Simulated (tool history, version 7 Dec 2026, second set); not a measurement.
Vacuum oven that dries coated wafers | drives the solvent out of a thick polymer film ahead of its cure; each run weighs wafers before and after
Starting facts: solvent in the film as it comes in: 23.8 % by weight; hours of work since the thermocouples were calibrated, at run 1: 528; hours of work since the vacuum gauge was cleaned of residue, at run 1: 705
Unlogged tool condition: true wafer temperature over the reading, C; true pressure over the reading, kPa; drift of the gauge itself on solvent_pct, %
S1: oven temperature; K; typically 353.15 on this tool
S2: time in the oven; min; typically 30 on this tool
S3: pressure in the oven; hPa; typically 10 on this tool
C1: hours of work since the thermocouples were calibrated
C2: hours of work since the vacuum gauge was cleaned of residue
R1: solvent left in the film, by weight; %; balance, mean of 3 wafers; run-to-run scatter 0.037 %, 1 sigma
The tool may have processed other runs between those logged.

run 1 hour=0 | S1=353.15 S2=30 S3=10 | C1=528 C2=705 | R1=1.56
run 2 hour=40 | S1=366.15 S2=30 S3=10 | C1=549 C2=726 | R1=0.22
run 3 hour=83.8 | S1=366.15 S2=30 S3=10 | C1=573 C2=750 | R1=0.3
run 4 hour=127.5 | S1=366.15 S2=30 S3=10 | C1=596 C2=773 | R1=0.19
run 5 hour=154.6 | S1=353.15 S2=30 S3=10 | C1=610 C2=787 | R1=1.49
run 6 hour=201.2 | S1=353.15 S2=30 S3=10 | C1=635 C2=812 | R1=1.48
run 7 hour=235.7 | S1=353.15 S2=30 S3=14.4 | C1=654 C2=831 | R1=1.65
run 8 hour=277.1 | S1=353.15 S2=30 S3=14.4 | C1=676 C2=853 | R1=1.69
run 9 hour=316.9 | S1=353.15 S2=30 S3=14.4 | C1=697 C2=874 | R1=1.71
run 10 hour=339.8 | S1=353.15 S2=30 S3=14.4 | C1=709 C2=886 | R1=1.69
run 11 hour=362.4 | S1=353.15 S2=43 S3=14.4 | C1=721 C2=898 | R1=0.91
run 12 hour=391.9 | S1=353.15 S2=30 S3=10 | C1=737 C2=914 | R1=1.57
run 13 hour=422.2 | S1=353.15 S2=30 S3=10 | C1=753 C2=930 | R1=1.62
run 14 hour=464.3 | S1=353.15 S2=30 S3=10 | C1=776 C2=953 | R1=1.64
run 15 hour=507.8 | S1=353.15 S2=30 S3=10 | C1=799 C2=976 | R1=1.6
run 16 hour=549.8 | S1=353.15 S2=30 S3=10 | C1=821 C2=998 | R1=1.59
run 17 hour=587.4 | S1=353.15 S2=30 S3=10 | C1=841 C2=1018 | R1=1.64
run 18 hour=626.7 | S1=353.15 S2=30 S3=11.8 | C1=862 C2=1039 | R1=1.66
run 19 hour=670.7 | S1=353.15 S2=30 S3=11.8 | C1=886 C2=1063 | R1=1.68
run 20 hour=700.8 | S1=353.15 S2=30 S3=11.8 | C1=902 C2=1079 | R1=1.68
run 21 hour=724 | S1=353.15 S2=30 S3=11.8 | C1=914 C2=1091 | R1=1.72
run 22 hour=764.5 | S1=353.15 S2=30 S3=11.8 | C1=936 C2=1113 | R1=1.74
run 23 hour=790.9 | S1=353.15 S2=17 S3=37.7 | C1=950 C2=1127 | R1=5.28
-- hour=795.9 vacuum gauge cleaned of residue and calibrated
run 24 hour=825.7 | S1=353.15 S2=16 S3=16 | C1=968 C2=16 | R1=5.1
run 25 hour=867 | S1=358.15 S2=49 S3=10 | C1=990 C2=38 | R1=0.42
run 26 hour=887.3 | S1=368.15 S2=16 S3=15.2 | C1=1001 C2=49 | R1=0.59
run 27 hour=913.5 | S1=368.15 S2=16 S3=15.2 | C1=1015 C2=63 | R1=0.57
-- hour=921 vacuum gauge cleaned of residue and calibrated, once more
run 28 hour=934.8 | S1=368.15 S2=16 S3=15.2 | C1=1025 C2=7 | R1=0.5
run 29 hour=976.1 | S1=368.15 S2=16 S3=15.2 | C1=1047 C2=29 | R1=0.55
run 30 hour=1020.9 | S1=362.15 S2=16 S3=15.2 | C1=1071 C2=53 | R1=1.4
run 31 hour=1061 | S1=341.15 S2=34 S3=10 | C1=1093 C2=75 | R1=6.62
run 32 hour=1088.4 | S1=368.15 S2=45 S3=6.1 | C1=1107 C2=89 | R1=0.16
run 33 hour=1129.2 | S1=368.15 S2=45 S3=6.1 | C1=1129 C2=111 | R1=0.16
run 34 hour=1158.2 | S1=368.15 S2=20 S3=15.5 | C1=1144 C2=127 | R1=0.32
run 35 hour=1193.6 | S1=368.15 S2=20 S3=15.5 | C1=1163 C2=146 | R1=0.36
run 36 hour=1217.8 | S1=353.15 S2=19 S3=10 | C1=1176 C2=158 | R1=3.88
run 37 hour=1253 | S1=353.15 S2=30 S3=23.1 | C1=1195 C2=177 | R1=2.06
run 38 hour=1282.9 | S1=353.15 S2=30 S3=23.1 | C1=1211 C2=193 | R1=2.05
run 39 hour=1311.1 | S1=354.15 S2=29 S3=11.1 | C1=1226 C2=208 | R1=1.57
run 40 hour=1336.2 | S1=357.15 S2=53 S3=15.4 | C1=1240 C2=222 | R1=0.49
run 41 hour=1360.6 | S1=363.15 S2=18 S3=13.7 | C1=1253 C2=235 | R1=0.9
run 42 hour=1406.6 | S1=363.15 S2=18 S3=13.7 | C1=1277 C2=259 | R1=0.92
run 43 hour=1438.1 | S1=363.15 S2=23 S3=13.7 | C1=1294 C2=276 | R1=0.6

Each row is a separate what-if for the run after 43, all from the same tool condition, not one after another. Results?
run A hour=1477.2 | S1=358.15 S2=32 S3=12.3 | C1=1315 C2=297 | R1=?
run B hour=1477.2 | S1=363.15 S2=37 S3=13.7 | C1=1315 C2=297 | R1=?
run C hour=1477.2 | S1=367.15 S2=16 S3=10 | C1=1315 C2=297 | R1=?
run D hour=1477.2 | S1=342.15 S2=22 S3=13.7 | C1=1315 C2=297 | R1=?
run E hour=1477.2 | S1=359.15 S2=30 S3=9.3 | C1=1315 C2=297 | R1=?

run=A R1=0.71
run=B R1=0.36
run=C R1=0.51
run=D R1=9.24
run=E R1=0.56
Stripped of hidden state, with their random variation kept, the same runs would have yielded:
run=A R1=0.54
run=B R1=0.31
run=C R1=0.36
run=D R1=8.25
run=E R1=0.4
